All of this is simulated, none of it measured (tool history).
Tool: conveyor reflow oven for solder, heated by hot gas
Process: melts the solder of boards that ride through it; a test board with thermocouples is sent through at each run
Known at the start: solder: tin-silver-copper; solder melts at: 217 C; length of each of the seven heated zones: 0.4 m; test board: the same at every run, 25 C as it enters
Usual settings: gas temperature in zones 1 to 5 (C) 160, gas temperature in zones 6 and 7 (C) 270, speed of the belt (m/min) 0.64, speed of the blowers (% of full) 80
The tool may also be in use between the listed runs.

| run | day | gas temperature in zones 1 to 5 (C) | gas temperature in zones 6 and 7 (C) | speed of the belt (m/min) | speed of the blowers (% of full) | highest temperature of the board (C) | time above the solder's melting point (s) |
|---|---|---|---|---|---|---|---|
| 1 | 0 | 160 | 270 | 0.64 | 80 | 255.8 | 55.6 |
| 2 | 0.746 | 159 | 270 | 0.64 | 80 | 255.7 | 55.2 |
| 3 | 1.525 | 159 | 270 | 0.64 | 80 | 255.7 | 55.1 |
| 4 | 2.654 | 159 | 270 | 0.64 | 80 | 255 | 55.1 |
| 5 | 3.879 | 160 | 270 | 0.64 | 80 | 255.2 | 54.9 |
| 6 | 5.058 | 160 | 270 | 0.738 | 80 | 251.4 | 43.7 |
| 7 | 6.004 | 160 | 270 | 0.738 | 80 | 251.1 | 44.1 |
| 8 | 6.671 | 166 | 270 | 0.738 | 80 | 251.5 | 45.9 |
| 9 | 7.321 | 166 | 276 | 0.738 | 80 | 257.5 | 49.3 |
| 10 | 7.979 | 166 | 276 | 0.738 | 80 | 257.5 | 48.8 |
| 11 | 8.583 | 160 | 270 | 0.64 | 80 | 254.9 | 55.6 |
| 12 | 9.271 | 160 | 270 | 0.64 | 80 | 254.7 | 55.1 |
| 13 | 9.9 | 160 | 270 | 0.64 | 80 | 254.5 | 55.6 |
| 14 | 10.746 | 160 | 270 | 0.64 | 80 | 255.2 | 55.1 |
| 15 | 11.671 | 160 | 270 | 0.64 | 80 | 254.4 | 54.5 |
| 16 | 12.292 | 160 | 270 | 0.64 | 80 | 254.3 | 54.5 |
| 17 | 12.912 | 168 | 270 | 0.699 | 80 | 252.5 | 50.3 |
| 18 | 14.129 | 173 | 262 | 0.757 | 68 | 241.8 | 38.9 |
| 19 | 15.079 | 151 | 258 | 0.684 | 63 | 236.4 | 31.4 |
|  | 16.212 | flux residue cleaned out of gas plates and filters |
| 20 | 16.321 | 149 | 280 | 0.565 | 82 | 267.9 | 68.7 |
| 21 | 17.483 | 167 | 270 | 0.64 | 72 | 255.4 | 56.7 |
|  | 17.767 | belt drive overhauled, speed set with a stopwatch |
| 22 | 18.35 | 167 | 270 | 0.64 | 72 | 255.7 | 57 |
| 23 | 19.142 | 167 | 275 | 0.675 | 72 | 258.2 | 55 |
| 24 | 19.875 | 167 | 275 | 0.675 | 72 | 257.5 | 55.3 |
| 25 | 21.054 | 173 | 284 | 0.516 | 77 | 275.3 | 86.5 |
| 26 | 22.154 | 173 | 284 | 0.516 | 77 | 274.8 | 86.2 |
| 27 | 22.846 | 160 | 270 | 0.64 | 85 | 256.9 | 57.2 |
| 28 | 24.008 | 160 | 266 | 0.737 | 80 | 247.8 | 42.9 |
|  | 25 | belt drive overhauled, speed set with a stopwatch, once more |
| 29 | 25.138 | 160 | 266 | 0.737 | 80 | 246.2 | 41.7 |
| 30 | 26.338 | 160 | 282 | 0.569 | 80 | 270.4 | 70.9 |
| 31 | 27.488 | 146 | 265 | 0.64 | 80 | 249.3 | 47 |
| 32 | 28.221 | 146 | 265 | 0.64 | 80 | 249 | 46.8 |

The same runs without the tool's hidden state, with the same run-to-run variation:
The hidden state here: heat that the gas passes to the board, % of a clean oven's; belt's true speed, % of the reading; true gas temperature in zones 6 and 7 over the reading, C; drift of the gauge itself on peak_c, C; drift of the gauge itself on liquid_s, %.
| run | highest temperature of the board (C) | time above the solder's melting point (s) |
|---|---|---|
| 1 | 256.8 | 56.2 |
| 2 | 256.8 | 55.9 |
| 3 | 256.9 | 55.8 |
| 4 | 256.3 | 55.9 |
| 5 | 256.6 | 55.8 |
| 6 | 253.1 | 44.8 |
| 7 | 252.8 | 45.3 |
| 8 | 253.3 | 47 |
| 9 | 259.3 | 50.2 |
| 10 | 259.4 | 49.8 |
| 11 | 256.7 | 56.7 |
| 12 | 256.5 | 56.2 |
| 13 | 256.3 | 56.8 |
| 14 | 257.1 | 56.3 |
| 15 | 256.4 | 55.7 |
| 16 | 256.4 | 55.8 |
| 17 | 254.7 | 51.6 |
| 18 | 243.9 | 40.8 |
| 19 | 238.7 | 34 |
| 20 | 268.6 | 68.5 |
| 21 | 256.1 | 56.7 |
| 22 | 256.4 | 56.8 |
| 23 | 258.9 | 54.8 |
| 24 | 258.3 | 55.2 |
| 25 | 276.2 | 86 |
| 26 | 275.8 | 85.7 |
| 27 | 258 | 57.2 |
| 28 | 249 | 43.3 |
| 29 | 247.9 | 43.1 |
| 30 | 272 | 71.8 |
| 31 | 251.1 | 48.6 |
| 32 | 250.9 | 48.5 |

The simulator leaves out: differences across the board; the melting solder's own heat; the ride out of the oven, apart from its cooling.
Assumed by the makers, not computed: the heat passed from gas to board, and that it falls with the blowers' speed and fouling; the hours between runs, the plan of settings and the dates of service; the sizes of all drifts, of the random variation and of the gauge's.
